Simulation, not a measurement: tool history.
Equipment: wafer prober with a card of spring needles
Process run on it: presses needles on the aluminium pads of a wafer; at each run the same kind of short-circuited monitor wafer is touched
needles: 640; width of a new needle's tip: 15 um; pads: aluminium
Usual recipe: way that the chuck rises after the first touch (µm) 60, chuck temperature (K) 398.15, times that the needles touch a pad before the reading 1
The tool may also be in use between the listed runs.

| run | hour | way that the chuck rises after the first touch (µm) | chuck temperature (K) | times that the needles touch a pad before the reading | resistance of one needle with its contact and lead (mohm) | way that a needle slides on the pad (µm) |
|---|---|---|---|---|---|---|
| 1 | 0 | 60 | 398.15 | 1 | 146 | 12.67 |
|  | 6.2 | tips cleaned on abrasive film |
| 2 | 12.5 | 60 | 398.15 | 1 | 146 | 12.71 |
| 3 | 24 | 60 | 398.15 | 1 | 145 | 12.78 |
|  | 30.7 | tips cleaned on abrasive film |
| 4 | 35.2 | 60 | 398.15 | 1 | 146 | 12.82 |
|  | 55.6 | tips cleaned on abrasive film |
| 5 | 58.4 | 60 | 398.15 | 1 | 147 | 12.7 |
|  | 79.2 | tips cleaned on abrasive film |
| 6 | 82 | 60 | 320.15 | 1 | 135 | 12.85 |
| 7 | 100.1 | 60 | 398.15 | 1 | 143 | 12.7 |
|  | 104.4 | tips cleaned on abrasive film |
| 8 | 110.7 | 60 | 398.15 | 1 | 145 | 12.81 |
| 9 | 125.4 | 60 | 398.15 | 1 | 145 | 12.83 |
|  | 128.9 | tips cleaned on abrasive film |
| 10 | 140.8 | 60 | 398.15 | 1 | 143 | 12.87 |
|  | 153.4 | tips cleaned on abrasive film |
| 11 | 156.4 | 60 | 398.15 | 1 | 146 | 12.85 |
|  | 177.7 | tips cleaned on abrasive film |
| 12 | 179 | 60 | 398.15 | 1 | 144 | 12.82 |
|  | 187.3 | height of the first contact set anew |
| 13 | 194.6 | 60 | 398.15 | 1 | 143 | 12.84 |
|  | 202.4 | tips cleaned on abrasive film |
| 14 | 217 | 60 | 398.15 | 1 | 145 | 12.81 |
|  | 226.8 | tips cleaned on abrasive film |
| 15 | 227.7 | 60 | 398.15 | 1 | 147 | 12.96 |
| 16 | 245.2 | 60 | 398.15 | 1 | 143 | 12.91 |
|  | 250.6 | tips cleaned on abrasive film |
| 17 | 266.1 | 60 | 398.15 | 1 | 146 | 12.83 |
|  | 274.9 | tips cleaned on abrasive film |
| 18 | 276.6 | 60 | 398.15 | 1 | 143 | 12.97 |
| 19 | 288.7 | 60 | 398.15 | 1 | 144 | 12.93 |
|  | 299.9 | tips cleaned on abrasive film |
| 20 | 313.2 | 60 | 398.15 | 1 | 146 | 12.86 |
|  | 324.3 | tips cleaned on abrasive film |
| 21 | 328.5 | 45 | 319.15 | 3 | 134 | 9.74 |
| 22 | 346.8 | 60 | 352.15 | 1 | 136 | 12.99 |
|  | 348.3 | tips cleaned on abrasive film |
| 23 | 361.5 | 54 | 396.15 | 2 | 144 | 11.63 |
|  | 373.3 | tips cleaned on abrasive film |
| 24 | 385.5 | 54 | 396.15 | 2 | 146 | 11.84 |
|  | 397.3 | tips cleaned on abrasive film |
| 25 | 410.4 | 51 | 310.15 | 2 | 133 | 11.05 |
|  | 422.7 | tips cleaned on abrasive film |
| 26 | 435.6 | 51 | 310.15 | 1 | 133 | 11.07 |
|  | 447.3 | tips cleaned on abrasive film |
| 27 | 454.9 | 51 | 310.15 | 1 | 136 | 10.91 |
| 28 | 467.1 | 51 | 356.15 | 2 | 137 | 11.08 |
|  | 471.1 | tips cleaned on abrasive film |
| 29 | 481.7 | 70 | 337.15 | 1 | 135 | 15.2 |
| 30 | 492.1 | 70 | 337.15 | 1 | 135 | 15.21 |
|  | 495.8 | tips cleaned on abrasive film |
| 31 | 512.9 | 42 | 371.15 | 1 | 144 | 9.04 |
|  | 520 | tips cleaned on abrasive film |
| 32 | 524.7 | 42 | 371.15 | 2 | 144 | 9.05 |
| 33 | 542.2 | 59 | 389.15 | 2 | 143 | 12.8 |
|  | 543.9 | tips cleaned on abrasive film |
| 34 | 555.4 | 60 | 392.15 | 2 | 143 | 13.17 |

What if the next run were any one of these 3? Each begins from the tool's condition after run 34:
| A | 566 | 60 | 392.15 | 3 | ? | ? |
| B | 566 | 69 | 392.15 | 2 | ? | ? |
| C | 566 | 60 | 322.15 | 2 | ? | ? |

| run | resistance of one needle with its contact and lead (mohm) | way that a needle slides on the pad (µm) |
|---|---|---|
| A | 146 | 13.14 |
| B | 141 | 15.01 |
| C | 133 | 13.14 |
Stripped of hidden state, with their random variation kept, the same runs would have yielded:
| run | resistance of one needle with its contact and lead (mohm) | way that a needle slides on the pad (µm) |
|---|---|---|
| A | 146 | 12.82 |
| B | 141 | 14.64 |
| C | 133 | 12.81 |
